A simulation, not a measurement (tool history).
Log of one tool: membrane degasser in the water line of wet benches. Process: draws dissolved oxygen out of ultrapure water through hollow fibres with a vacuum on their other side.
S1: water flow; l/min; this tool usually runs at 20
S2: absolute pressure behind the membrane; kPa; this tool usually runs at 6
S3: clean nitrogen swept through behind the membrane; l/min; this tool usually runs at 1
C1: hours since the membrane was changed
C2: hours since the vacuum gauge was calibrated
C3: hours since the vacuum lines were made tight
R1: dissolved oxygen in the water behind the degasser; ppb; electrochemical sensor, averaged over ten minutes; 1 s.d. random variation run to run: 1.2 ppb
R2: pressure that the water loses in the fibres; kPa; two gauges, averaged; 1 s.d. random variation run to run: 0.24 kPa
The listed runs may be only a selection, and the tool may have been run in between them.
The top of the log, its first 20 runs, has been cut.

| run | day | S1 | S2 | S3 | C1 | C2 | C3 | R1 | R2 |
|---|---|---|---|---|---|---|---|---|---|
| 21 | 83.4 | 18 | 4.15 | 2.93 | 4484 | 865 | 5338 | 17.9 | 56.94 |
| 22 | 86.962 | 20 | 7.8 | 1 | 4570 | 951 | 5424 | 204.4 | 63.52 |
|  | 92.517 | seals of the vacuum lines changed |
| 23 | 92.517 | 17 | 4.1 | 1 | 4701 | 1082 | 0 | 37.2 | 54.41 |
| 24 | 97.796 | 24 | 4.79 | 0.41 | 4828 | 1209 | 127 | 177 | 75.87 |
| 25 | 100.875 | 24 | 4.79 | 0.41 | 4902 | 1283 | 201 | 178.8 | 75.53 |
| 26 | 104.683 | 13 | 10.88 | 1.41 | 4993 | 1374 | 292 | 166.9 | 41.22 |
| 27 | 107.921 | 13 | 10.88 | 1.41 | 5071 | 1452 | 370 | 169.7 | 41.19 |
| 28 | 114.071 | 28 | 5.34 | 2.18 | 5219 | 1599 | 517 | 74.6 | 88.5 |
| 29 | 116.975 | 25 | 5.34 | 1.63 | 5288 | 1669 | 587 | 83.2 | 78.87 |
| 30 | 120.158 | 25 | 5.34 | 1.63 | 5365 | 1745 | 663 | 84.1 | 79.45 |
| 31 | 124.521 | 25 | 5.34 | 1.63 | 5469 | 1850 | 768 | 83.7 | 79.73 |
| 32 | 129.554 | 15 | 3.83 | 2.04 | 5590 | 1971 | 889 | 13.7 | 47.78 |

Consider 3 possible next runs. They are alternatives, not a sequence: every one starts from the tool as it was left by run 32. What does each give?
| A | 132.871 | 18 | 6 | 1 | 5670 | 2050 | 968 | ? | ? |
| B | 132.871 | 25 | 5.79 | 0.63 | 5670 | 2050 | 968 | ? | ? |
| C | 132.871 | 19 | 6.25 | 0.83 | 5670 | 2050 | 968 | ? | ? |

| run | R1 | R2 |
|---|---|---|
| A | 113.9 | 56.79 |
| B | 211.7 | 79.27 |
| C | 153.5 | 60.05 |
Stripped of hidden state, with their random variation kept, the same runs would have yielded:
| run | R1 | R2 |
|---|---|---|
| A | 113.8 | 56.77 |
| B | 211.5 | 79.24 |
| C | 153.4 | 60.02 |
